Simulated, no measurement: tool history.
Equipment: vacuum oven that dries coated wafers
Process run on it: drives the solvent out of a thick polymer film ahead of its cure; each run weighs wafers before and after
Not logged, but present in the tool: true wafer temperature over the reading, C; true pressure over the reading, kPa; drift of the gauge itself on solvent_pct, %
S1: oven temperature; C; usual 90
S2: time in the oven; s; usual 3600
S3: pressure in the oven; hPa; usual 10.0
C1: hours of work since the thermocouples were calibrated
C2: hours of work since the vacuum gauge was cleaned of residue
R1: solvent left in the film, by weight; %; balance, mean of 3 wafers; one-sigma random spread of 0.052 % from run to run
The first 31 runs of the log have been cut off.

run	hour	S1	S2	S3	C1	C2	R1
32	602.5	77	1920	22.8	130	429	10.09
33	618.4	77	1920	22.8	136	436	10.06
34	643.6	77	3600	8.4	147	446	6.07
35	663.9	87	3600	16.9	155	455	2.53
36	688.6	87	3600	16.9	166	465	2.61
37	704.3	87	3600	16.9	172	472	2.70
38	721.7	87	2340	16.9	179	479	4.93
39	733.1	88	2220	22.2	184	484	4.91
40	748.8	88	2220	22.2	191	490	5.02
41	771.9	88	2220	22.2	200	500	5.07
42	787.8	88	2220	22.2	207	507	4.99
43	811.7	82	6480	21.9	217	517	1.96

What if the next run were any one of these 4? Each begins from the tool's condition after run 43:
A	829.7	91	4980	26.1	225	524	?
B	829.7	95	4320	11.3	225	524	?
C	829.7	102	3600	10.0	225	524	?
D	829.7	82	2640	5.6	225	524	?

run	R1
A	1.19
B	0.59
C	0.28
D	5.80
Without the tool's unlogged condition, the same runs would have read:
run	R1
A	1.10
B	0.52
C	0.24
D	5.57
